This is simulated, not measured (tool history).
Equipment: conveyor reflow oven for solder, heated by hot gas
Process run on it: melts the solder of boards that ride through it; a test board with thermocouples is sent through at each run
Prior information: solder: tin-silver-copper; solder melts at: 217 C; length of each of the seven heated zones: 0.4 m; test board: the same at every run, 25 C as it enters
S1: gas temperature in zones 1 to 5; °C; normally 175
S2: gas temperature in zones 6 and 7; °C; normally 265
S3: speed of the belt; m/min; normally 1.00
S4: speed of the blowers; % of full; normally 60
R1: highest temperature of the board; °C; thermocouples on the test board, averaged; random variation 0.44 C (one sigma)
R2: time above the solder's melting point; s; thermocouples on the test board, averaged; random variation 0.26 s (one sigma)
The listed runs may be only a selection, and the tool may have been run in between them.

run 1 hour=0.0 | S1=175 S2=265 S3=1.00 S4=60 | R1=248.8 R2=35.2
run 2 hour=46.7 | S1=175 S2=265 S3=1.00 S4=60 | R1=248.6 R2=35.3
run 3 hour=111.0 | S1=175 S2=259 S3=1.00 S4=60 | R1=241.9 R2=32.5
run 4 hour=141.2 | S1=175 S2=259 S3=1.00 S4=60 | R1=243.6 R2=32.2
run 5 hour=179.0 | S1=175 S2=259 S3=1.00 S4=60 | R1=242.4 R2=32.3
-- hour=196.7 belt drive overhauled, speed set with a stopwatch
run 6 hour=253.7 | S1=175 S2=259 S3=1.00 S4=60 | R1=241.9 R2=30.5
run 7 hour=295.0 | S1=175 S2=259 S3=1.00 S4=60 | R1=241.9 R2=30.7
run 8 hour=350.0 | S1=175 S2=265 S3=1.00 S4=60 | R1=247.3 R2=33.3
run 9 hour=405.4 | S1=175 S2=265 S3=1.00 S4=60 | R1=246.8 R2=33.5
run 10 hour=434.8 | S1=175 S2=265 S3=1.00 S4=60 | R1=246.5 R2=33.2
-- hour=443.4 flux residue cleaned out of gas plates and filters
run 11 hour=493.4 | S1=175 S2=273 S3=1.00 S4=60 | R1=254.5 R2=37.2
run 12 hour=542.7 | S1=175 S2=273 S3=1.00 S4=60 | R1=253.1 R2=36.7
run 13 hour=602.4 | S1=175 S2=273 S3=1.00 S4=60 | R1=254.0 R2=37.0
run 14 hour=640.0 | S1=175 S2=273 S3=1.00 S4=60 | R1=252.4 R2=37.5
run 15 hour=692.3 | S1=175 S2=265 S3=1.00 S4=72 | R1=249.1 R2=35.5
run 16 hour=739.0 | S1=160 S2=265 S3=1.00 S4=60 | R1=242.9 R2=28.3

For run 17, what comes out?
run 17 hour=795.5 | S1=167 S2=268 S3=0.97 S4=60 | R1=? R2=?

{"run 17": {"R1": 248.3, "R2": 34.0}}
On a tool with no hidden condition, and with the same random variation, this run would have come out at R1 251.8 °C, R2 35.6 s.

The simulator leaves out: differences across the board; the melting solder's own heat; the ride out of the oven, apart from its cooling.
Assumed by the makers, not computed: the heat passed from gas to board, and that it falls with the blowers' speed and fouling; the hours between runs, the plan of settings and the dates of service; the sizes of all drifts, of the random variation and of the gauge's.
